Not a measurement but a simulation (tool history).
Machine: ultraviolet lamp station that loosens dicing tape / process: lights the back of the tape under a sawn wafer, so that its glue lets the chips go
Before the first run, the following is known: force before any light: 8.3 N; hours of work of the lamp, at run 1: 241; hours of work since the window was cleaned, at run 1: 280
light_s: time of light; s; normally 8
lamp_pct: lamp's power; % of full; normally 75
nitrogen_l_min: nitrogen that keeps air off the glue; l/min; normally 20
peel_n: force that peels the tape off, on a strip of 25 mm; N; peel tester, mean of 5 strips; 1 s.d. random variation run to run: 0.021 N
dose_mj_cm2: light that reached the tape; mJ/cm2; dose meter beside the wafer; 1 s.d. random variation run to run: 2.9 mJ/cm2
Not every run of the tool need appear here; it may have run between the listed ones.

run	hour	light_s	lamp_pct	nitrogen_l_min	hours of work of the lamp	hours of work since the window was cleaned	peel_n	dose_mj_cm2
1	0	8	75	20	241	280	1.145	382
2	13.3	7	75	20	247	286	1.466	325
3	23.3	7	75	20	252	291	1.478	332
4	43.2	7	75	20	262	301	1.489	332
5	55.5	7	75	20	268	307	1.514	327
6	69.5	7	75	20	275	314	1.444	324
7	86.6	7	75	20	283	322	1.515	323
8	101.1	7	91	20	290	329	1.047	398
9	110.2	7	91	20	294	334	1.056	395
10	124.9	6	91	20	302	341	1.49	339

Run 11, settings as shown, results not yet in. Your forecast:
11	139.2	8	62	20	309	348	?	?

{"run 11": {"peel_n": 1.634, "dose_mj_cm2": 307}}
Had the tool carried no hidden state, the very same run would have given peel_n 1.369 N, dose_mj_cm2 344 mJ/cm2.
